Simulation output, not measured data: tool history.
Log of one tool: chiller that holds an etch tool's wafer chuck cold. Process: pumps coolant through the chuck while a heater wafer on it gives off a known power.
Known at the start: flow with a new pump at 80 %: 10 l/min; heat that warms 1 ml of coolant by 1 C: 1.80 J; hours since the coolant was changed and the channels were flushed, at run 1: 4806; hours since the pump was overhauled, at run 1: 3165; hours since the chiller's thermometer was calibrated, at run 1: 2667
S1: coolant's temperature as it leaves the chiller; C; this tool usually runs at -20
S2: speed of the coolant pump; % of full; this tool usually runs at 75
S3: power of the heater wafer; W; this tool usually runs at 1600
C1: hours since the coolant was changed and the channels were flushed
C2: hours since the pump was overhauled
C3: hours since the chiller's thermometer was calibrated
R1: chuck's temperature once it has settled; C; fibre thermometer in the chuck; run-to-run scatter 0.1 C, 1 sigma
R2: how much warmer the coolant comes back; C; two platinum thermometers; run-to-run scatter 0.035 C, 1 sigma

| run | hour | S1 | S2 | S3 | C1 | C2 | C3 | R1 | R2 |
|---|---|---|---|---|---|---|---|---|---|
| 1 | 0.0 | -20 | 75 | 1600 | 4806 | 3165 | 2667 | -1.1 | 5.91 |
| 2 | 84.9 | -13 | 75 | 1600 | 4890 | 3249 | 2752 | 5.8 | 5.91 |
| 3 | 170.4 | -14 | 75 | 1600 | 4976 | 3335 | 2838 | 4.9 | 5.95 |
|  | 182.3 | chiller's thermometer calibrated |
| 4 | 262.7 | -14 | 75 | 1600 | 5067 | 3426 | 80 | 5.1 | 5.96 |
| 5 | 343.4 | -14 | 67 | 1600 | 5148 | 3507 | 161 | 7.2 | 6.80 |
| 6 | 461.6 | -20 | 72 | 1600 | 5266 | 3625 | 279 | 0.0 | 6.14 |
| 7 | 525.3 | -20 | 93 | 1600 | 5330 | 3689 | 343 | -4.2 | 4.75 |
| 8 | 591.5 | -20 | 93 | 1600 | 5396 | 3755 | 409 | -4.0 | 4.77 |
| 9 | 702.6 | -20 | 93 | 1600 | 5507 | 3866 | 520 | -3.9 | 4.77 |
| 10 | 813.8 | -20 | 93 | 1600 | 5618 | 3977 | 632 | -4.0 | 4.83 |
| 11 | 899.5 | -20 | 94 | 1600 | 5704 | 4063 | 717 | -4.2 | 4.72 |
| 12 | 962.1 | -20 | 75 | 1600 | 5767 | 4126 | 780 | -0.8 | 5.94 |
| 13 | 1070.2 | -20 | 75 | 1600 | 5875 | 4234 | 888 | -0.5 | 6.02 |
| 14 | 1147.6 | -20 | 89 | 1600 | 5952 | 4311 | 965 | -3.1 | 5.04 |
| 15 | 1207.7 | -20 | 89 | 1600 | 6012 | 4371 | 1025 | -3.2 | 4.93 |
| 16 | 1313.0 | -20 | 64 | 1600 | 6118 | 4477 | 1131 | 2.5 | 7.16 |
| 17 | 1389.7 | -11 | 77 | 859 | 6194 | 4553 | 1207 | -0.8 | 3.18 |
| 18 | 1461.3 | -11 | 75 | 1600 | 6266 | 4625 | 1279 | 8.6 | 6.01 |
| 19 | 1529.0 | -24 | 60 | 2139 | 6334 | 4693 | 1347 | 8.0 | 10.29 |
| 20 | 1636.6 | -21 | 70 | 2183 | 6441 | 4800 | 1454 | 7.7 | 8.85 |
| 21 | 1686.9 | -26 | 81 | 1019 | 6491 | 4850 | 1505 | -14.5 | 3.59 |
| 22 | 1796.2 | -26 | 81 | 1019 | 6601 | 4960 | 1614 | -14.3 | 3.57 |
| 23 | 1866.8 | -28 | 64 | 806 | 6671 | 5030 | 1684 | -16.7 | 3.66 |
| 24 | 1976.3 | -28 | 64 | 806 | 6781 | 5140 | 1794 | -16.8 | 3.65 |
| 25 | 2024.9 | -12 | 66 | 1251 | 6829 | 5188 | 1843 | 5.1 | 5.42 |
| 26 | 2104.1 | -12 | 66 | 1251 | 6909 | 5268 | 1922 | 5.3 | 5.48 |
| 27 | 2180.9 | -12 | 66 | 1251 | 6985 | 5344 | 1999 | 5.3 | 5.47 |
| 28 | 2292.5 | -27 | 63 | 1163 | 7097 | 5456 | 2110 | -10.1 | 5.34 |
| 29 | 2376.7 | -14 | 63 | 1371 | 7181 | 5540 | 2194 | 5.8 | 6.35 |
| 30 | 2447.7 | -18 | 75 | 1600 | 7252 | 5611 | 2265 | 2.1 | 6.05 |
| 31 | 2523.5 | -12 | 67 | 999 | 7328 | 5687 | 2341 | 1.6 | 4.37 |

5 options for the next run, each taken on its own from the tool as it stands now. Forecast them:
| A | 2642.0 | -25 | 67 | 1580 | 7447 | 5806 | 2460 | ? | ? |
| B | 2642.0 | -20 | 67 | 999 | 7447 | 5806 | 2460 | ? | ? |
| C | 2642.0 | -13 | 97 | 1560 | 7447 | 5806 | 2460 | ? | ? |
| D | 2642.0 | -23 | 67 | 999 | 7447 | 5806 | 2460 | ? | ? |
| E | 2642.0 | -12 | 85 | 999 | 7447 | 5806 | 2460 | ? | ? |

| run | R1 | R2 |
|---|---|---|
| A | -3.2 | 6.85 |
| B | -6.4 | 4.35 |
| C | 2.5 | 4.57 |
| D | -9.2 | 4.35 |
| E | -0.8 | 3.38 |
With no hidden state in the tool, these same runs would have given:
| run | R1 | R2 |
|---|---|---|
| A | -5.9 | 6.38 |
| B | -8.0 | 4.05 |
| C | 0.6 | 4.26 |
| D | -10.8 | 4.05 |
| E | -2.1 | 3.15 |
